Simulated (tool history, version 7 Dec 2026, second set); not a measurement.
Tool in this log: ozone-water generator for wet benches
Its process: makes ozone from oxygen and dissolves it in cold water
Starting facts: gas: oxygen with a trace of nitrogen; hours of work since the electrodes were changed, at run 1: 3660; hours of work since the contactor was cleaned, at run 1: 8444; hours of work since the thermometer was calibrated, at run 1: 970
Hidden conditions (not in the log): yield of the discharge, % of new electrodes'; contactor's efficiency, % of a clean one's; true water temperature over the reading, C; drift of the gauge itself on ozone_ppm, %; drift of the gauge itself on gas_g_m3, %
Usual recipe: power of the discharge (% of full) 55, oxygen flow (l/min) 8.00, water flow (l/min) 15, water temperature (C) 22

run   hour  power of the discharge (% of full)  oxygen flow (l/min)  water flow (l/min)  water temperature (C)  hours of work since the electrodes were changed  hours of work since the contactor was cleaned  hours of work since the thermometer was calibrated  dissolved ozone (ppm)  ozone in the gas ahead of the water (g/m3)
  1    0.0                                  55                 8.00                  15                     22                                             3660                                           8444                                                 970                   35.9                                       242.1
  2   86.1                                  55                11.52                  15                     22                                             3741                                           8525                                                1051                   35.1                                       208.1
  3  191.4                                  55                 8.00                  15                     22                                             3839                                           8623                                                1150                   36.8                                       238.7
  4  249.7                                  55                 8.00                  15                     22                                             3894                                           8678                                                1204                   36.4                                       238.5
  5  318.7                                  55                 8.00                  15                     14                                             3958                                           8742                                                1269                   42.8                                       238.9
  6  425.1                                  55                 8.00                  15                     14                                             4058                                           8842                                                1368                   43.0                                       240.1
  7  505.0                                  55                 8.00                  15                     14                                             4133                                           8917                                                1443                   43.1                                       239.3
  8  573.2                                  53                 8.00                  23                     19                                             4197                                           8981                                                1507                   28.9                                       230.8
  9  639.6                                  55                 5.81                  15                     17                                             4259                                           9043                                                1569                   40.3                                       269.8
     670.9  -- contactor cleaned
 10  729.4                                  55                13.40                  15                     18                                             4339                                             55                                                1650                   37.9                                       191.1

How would selected steps in ozone in the gas ahead of the water (g/m3) from run to run divide? Give the signed amount a tool lacking its hidden state would still show from settings, what came in and random variation, and the signed amount left for the hidden state, including any gauge scatter that is not in both of the compared results.
Run 8 -> 9: power of the discharge (% of full) 53 -> 55, oxygen flow (l/min) 8.00 -> 5.81, water flow (l/min) 23 -> 15, water temperature (C) 19 -> 17. ozone in the gas ahead of the water (g/m3) +39.0: hidden state -0.6, all else +39.6.
Run 9 -> 10: oxygen flow (l/min) 5.81 -> 13.40, water temperature (C) 17 -> 18, contactor cleaned. ozone in the gas ahead of the water (g/m3) -78.7: hidden state +0.5, all else -79.2.
